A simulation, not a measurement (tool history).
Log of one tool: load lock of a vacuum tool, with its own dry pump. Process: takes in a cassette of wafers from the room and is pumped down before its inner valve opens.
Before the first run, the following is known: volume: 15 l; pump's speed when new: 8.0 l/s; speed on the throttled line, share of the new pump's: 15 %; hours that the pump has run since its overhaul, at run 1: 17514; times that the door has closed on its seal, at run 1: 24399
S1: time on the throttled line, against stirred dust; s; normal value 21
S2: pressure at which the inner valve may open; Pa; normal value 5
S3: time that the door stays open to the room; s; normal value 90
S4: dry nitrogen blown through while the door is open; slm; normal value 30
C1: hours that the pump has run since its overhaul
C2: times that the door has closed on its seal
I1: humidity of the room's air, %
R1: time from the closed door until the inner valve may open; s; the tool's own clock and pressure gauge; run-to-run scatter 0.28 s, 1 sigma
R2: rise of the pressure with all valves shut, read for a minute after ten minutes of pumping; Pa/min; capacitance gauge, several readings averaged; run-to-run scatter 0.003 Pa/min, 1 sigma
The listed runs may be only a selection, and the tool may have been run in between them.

{"run": 1, "hour": 0.0, "S1": 21, "S2": 5, "S3": 90, "S4": 30, "C1": 17514, "C2": 24399, "I1": 49.3, "R1": 38.8, "R2": 0.182}
{"run": 2, "hour": 155.5, "S1": 21, "S2": 5, "S3": 90, "S4": 9, "C1": 17669, "C2": 24716, "I1": 44.6, "R1": 39.3, "R2": 0.193}
{"run": 3, "hour": 381.5, "S1": 21, "S2": 5, "S3": 90, "S4": 9, "C1": 17895, "C2": 25177, "I1": 45.2, "R1": 39.5, "R2": 0.202}
{"run": 4, "hour": 713.3, "S1": 21, "S2": 5, "S3": 90, "S4": 9, "C1": 18227, "C2": 25853, "I1": 43.9, "R1": 39.3, "R2": 0.208}
{"run": 5, "hour": 971.2, "S1": 21, "S2": 5, "S3": 90, "S4": 9, "C1": 18485, "C2": 26379, "I1": 50.1, "R1": 39.6, "R2": 0.217}
{"run": 6, "hour": 1194.8, "S1": 38, "S2": 5, "S3": 90, "S4": 30, "C1": 18708, "C2": 26835, "I1": 47.2, "R1": 53.2, "R2": 0.2}
{"run": 7, "hour": 1417.8, "S1": 21, "S2": 5, "S3": 90, "S4": 30, "C1": 18931, "C2": 27290, "I1": 45.5, "R1": 39.4, "R2": 0.195}
{"run": 8, "hour": 1745.3, "S1": 21, "S2": 5, "S3": 90, "S4": 30, "C1": 19259, "C2": 27957, "I1": 42.6, "R1": 40.2, "R2": 0.204}
{"run": 9, "hour": 1955.3, "S1": 21, "S2": 5, "S3": 90, "S4": 30, "C1": 19469, "C2": 28385, "I1": 46, "R1": 39.9, "R2": 0.213}
{"run": 10, "hour": 2173.8, "S1": 21, "S2": 5, "S3": 90, "S4": 6, "C1": 19687, "C2": 28831, "I1": 47.3, "R1": 39.3, "R2": 0.244}
{"run": 11, "hour": 2450.4, "S1": 21, "S2": 5, "S3": 90, "S4": 6, "C1": 19964, "C2": 29394, "I1": 48.1, "R1": 39.9, "R2": 0.245}
{"run": 12, "hour": 2689.6, "S1": 21, "S2": 5, "S3": 90, "S4": 30, "C1": 20203, "C2": 29882, "I1": 42.2, "R1": 39.8, "R2": 0.226}
{"run": 13, "hour": 2942.7, "S1": 15, "S2": 5, "S3": 90, "S4": 30, "C1": 20456, "C2": 30398, "I1": 46.5, "R1": 35.2, "R2": 0.224}
{"run": 14, "hour": 3276.1, "S1": 20, "S2": 5, "S3": 90, "S4": 30, "C1": 20790, "C2": 31078, "I1": 45.3, "R1": 39.2, "R2": 0.232}
{"run": 15, "hour": 3508.7, "S1": 21, "S2": 5, "S3": 90, "S4": 30, "C1": 21022, "C2": 31552, "I1": 46.4, "R1": 40, "R2": 0.236}
{"run": 16, "hour": 3847.9, "S1": 21, "S2": 5, "S3": 90, "S4": 30, "C1": 21362, "C2": 32243, "I1": 48, "R1": 40.4, "R2": 0.252}
{"run": 17, "hour": 4124.5, "S1": 21, "S2": 5, "S3": 90, "S4": 30, "C1": 21638, "C2": 32807, "I1": 43, "R1": 40.2, "R2": 0.248}
{"run": 18, "hour": 4287.0, "S1": 21, "S2": 5, "S3": 90, "S4": 30, "C1": 21801, "C2": 33138, "I1": 44.2, "R1": 39.9, "R2": 0.251}
{"run": 19, "hour": 4596.2, "S1": 16, "S2": 4, "S3": 90, "S4": 42, "C1": 22110, "C2": 33769, "I1": 41.8, "R1": 36.9, "R2": 0.251}
{"run": 20, "hour": 4807.6, "S1": 36, "S2": 4, "S3": 162, "S4": 42, "C1": 22321, "C2": 34200, "I1": 43.6, "R1": 53, "R2": 0.265}
{"run": 21, "hour": 5063.9, "S1": 21, "S2": 5, "S3": 181, "S4": 45, "C1": 22577, "C2": 34722, "I1": 44.4, "R1": 40.3, "R2": 0.274}
{"run": 22, "hour": 5282.8, "S1": 21, "S2": 5, "S3": 184, "S4": 5, "C1": 22796, "C2": 35169, "I1": 41.9, "R1": 40.5, "R2": 0.312}
{"run": 23, "hour": 5642.7, "S1": 21, "S2": 5, "S3": 184, "S4": 5, "C1": 23156, "C2": 35902, "I1": 50.1, "R1": 40.6, "R2": 0.342}
{"hour": 5728.3, "done": "dry pump taken out, an overhauled one fitted"}
{"run": 24, "hour": 5881.2, "S1": 21, "S2": 5, "S3": 184, "S4": 5, "C1": 153, "C2": 36376, "I1": 41.9, "R1": 36.3, "R2": 0.327}
{"run": 25, "hour": 6148.9, "S1": 30, "S2": 8, "S3": 171, "S4": 30, "C1": 421, "C2": 36922, "I1": 43.7, "R1": 43.6, "R2": 0.299}
{"run": 26, "hour": 6327.1, "S1": 21, "S2": 6, "S3": 168, "S4": 30, "C1": 599, "C2": 37285, "I1": 43.5, "R1": 35.5, "R2": 0.301}
{"run": 27, "hour": 6610.6, "S1": 25, "S2": 5, "S3": 90, "S4": 18, "C1": 882, "C2": 37863, "I1": 44.8, "R1": 40.1, "R2": 0.31}
{"run": 28, "hour": 6883.1, "S1": 25, "S2": 5, "S3": 90, "S4": 18, "C1": 1155, "C2": 38419, "I1": 43, "R1": 39.6, "R2": 0.319}
{"run": 29, "hour": 7206.7, "S1": 21, "S2": 5, "S3": 55, "S4": 18, "C1": 1478, "C2": 39078, "I1": 42.5, "R1": 36.9, "R2": 0.318}
{"run": 30, "hour": 7480.4, "S1": 16, "S2": 5, "S3": 226, "S4": 10, "C1": 1752, "C2": 39636, "I1": 44.2, "R1": 32.6, "R2": 0.36}
{"run": 31, "hour": 7829.7, "S1": 24, "S2": 8, "S3": 103, "S4": 30, "C1": 2101, "C2": 40348, "I1": 42.5, "R1": 38, "R2": 0.323}
{"run": 32, "hour": 8085.0, "S1": 13, "S2": 5, "S3": 90, "S4": 5, "C1": 2357, "C2": 40869, "I1": 44, "R1": 30.1, "R2": 0.362}
{"run": 33, "hour": 8320.7, "S1": 14, "S2": 5, "S3": 84, "S4": 5, "C1": 2592, "C2": 41349, "I1": 45.6, "R1": 30.9, "R2": 0.369}
{"run": 34, "hour": 8667.5, "S1": 19, "S2": 5, "S3": 84, "S4": 5, "C1": 2939, "C2": 42056, "I1": 44.4, "R1": 35.1, "R2": 0.361}
{"run": 35, "hour": 8982.2, "S1": 19, "S2": 9, "S3": 84, "S4": 34, "C1": 3254, "C2": 42698, "I1": 44.1, "R1": 34, "R2": 0.346}
{"run": 36, "hour": 9212.4, "S1": 21, "S2": 5, "S3": 90, "S4": 5, "C1": 3484, "C2": 43167, "I1": 45.3, "R1": 36.6, "R2": 0.388}

4 options for the next run, each taken on its own from the tool as it stands now. Forecast them:
{"run": "A", "hour": 9527.9, "S1": 21, "S2": 6, "S3": 90, "S4": 30, "C1": 3800, "C2": 43810, "I1": 40.7, "R1": "?", "R2": "?"}
{"run": "B", "hour": 9527.9, "S1": 21, "S2": 5, "S3": 52, "S4": 23, "C1": 3800, "C2": 43810, "I1": 44, "R1": "?", "R2": "?"}
{"run": "C", "hour": 9527.9, "S1": 33, "S2": 7, "S3": 90, "S4": 30, "C1": 3800, "C2": 43810, "I1": 43.2, "R1": "?", "R2": "?"}
{"run": "D", "hour": 9527.9, "S1": 21, "S2": 7, "S3": 47, "S4": 5, "C1": 3800, "C2": 43810, "I1": 45.4, "R1": "?", "R2": "?"}

run=A R1=36.3 R2=0.368
run=B R1=37.1 R2=0.368
run=C R1=46.3 R2=0.358
run=D R1=35.9 R2=0.382
Stripped of hidden state, with their random variation kept, the same runs would have yielded:
run=A R1=36.1 R2=0.032
run=B R1=36.9 R2=0.032
run=C R1=46.1 R2=0.028
run=D R1=35.7 R2=0.046
